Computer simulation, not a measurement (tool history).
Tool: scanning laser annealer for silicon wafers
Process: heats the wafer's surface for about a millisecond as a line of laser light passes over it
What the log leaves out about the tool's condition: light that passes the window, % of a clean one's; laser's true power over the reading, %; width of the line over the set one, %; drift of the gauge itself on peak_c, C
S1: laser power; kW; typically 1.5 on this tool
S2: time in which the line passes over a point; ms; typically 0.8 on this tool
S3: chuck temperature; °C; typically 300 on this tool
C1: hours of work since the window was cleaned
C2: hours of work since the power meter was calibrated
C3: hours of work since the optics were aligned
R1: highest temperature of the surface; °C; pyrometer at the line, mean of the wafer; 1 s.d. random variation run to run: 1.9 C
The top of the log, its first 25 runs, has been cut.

run 26 hour=777.8 | S1=1.5 S2=0.721 S3=302 | C1=254 C2=729 C3=271 | R1=1045
-- hour=782.9 laser's power meter calibrated
run 27 hour=814 | S1=1.5 S2=0.721 S3=302 | C1=276 C2=20 C3=292 | R1=1044
run 28 hour=854.5 | S1=1.355 S2=0.991 S3=261 | C1=302 C2=46 C3=318 | R1=1039
-- hour=876.3 laser's power meter calibrated, once more
run 29 hour=895.9 | S1=1.297 S2=0.849 S3=270 | C1=326 C2=13 C3=343 | R1=952
run 30 hour=928.1 | S1=1.297 S2=0.849 S3=270 | C1=347 C2=33 C3=364 | R1=950
run 31 hour=964.7 | S1=1.534 S2=0.8 S3=277 | C1=370 C2=57 C3=387 | R1=1065
run 32 hour=1005.7 | S1=1.295 S2=0.8 S3=303 | C1=397 C2=83 C3=413 | R1=957
run 33 hour=1026.3 | S1=1.496 S2=0.841 S3=300 | C1=410 C2=96 C3=427 | R1=1083
run 34 hour=1047.2 | S1=1.496 S2=0.841 S3=300 | C1=423 C2=110 C3=440 | R1=1082
run 35 hour=1076.9 | S1=1.496 S2=0.841 S3=300 | C1=442 C2=129 C3=459 | R1=1082
run 36 hour=1110.2 | S1=1.371 S2=0.8 S3=299 | C1=464 C2=150 C3=480 | R1=991
run 37 hour=1139.6 | S1=1.5 S2=0.921 S3=333 | C1=483 C2=169 C3=499 | R1=1151
run 38 hour=1178.1 | S1=1.5 S2=0.746 S3=300 | C1=507 C2=194 C3=524 | R1=1033
run 39 hour=1217 | S1=1.539 S2=0.746 S3=276 | C1=532 C2=219 C3=549 | R1=1027
run 40 hour=1259.9 | S1=1.597 S2=0.875 S3=284 | C1=560 C2=246 C3=577 | R1=1129
run 41 hour=1292.4 | S1=1.33 S2=0.839 S3=322 | C1=581 C2=267 C3=597 | R1=1001

Each row is a separate what-if for the run after 41, all from the same tool condition, not one after another. Results?
run A hour=1328.9 | S1=1.428 S2=0.65 S3=322 | C1=604 C2=291 C3=621 | R1=?
run B hour=1328.9 | S1=1.33 S2=0.655 S3=271 | C1=604 C2=291 C3=621 | R1=?
run C hour=1328.9 | S1=1.378 S2=0.898 S3=269 | C1=604 C2=291 C3=621 | R1=?

run=A R1=966
run=B R1=874
run=C R1=996
Without the tool's unlogged condition, the same runs would have read:
run=A R1=1004
run=B R1=910
run=C R1=1040
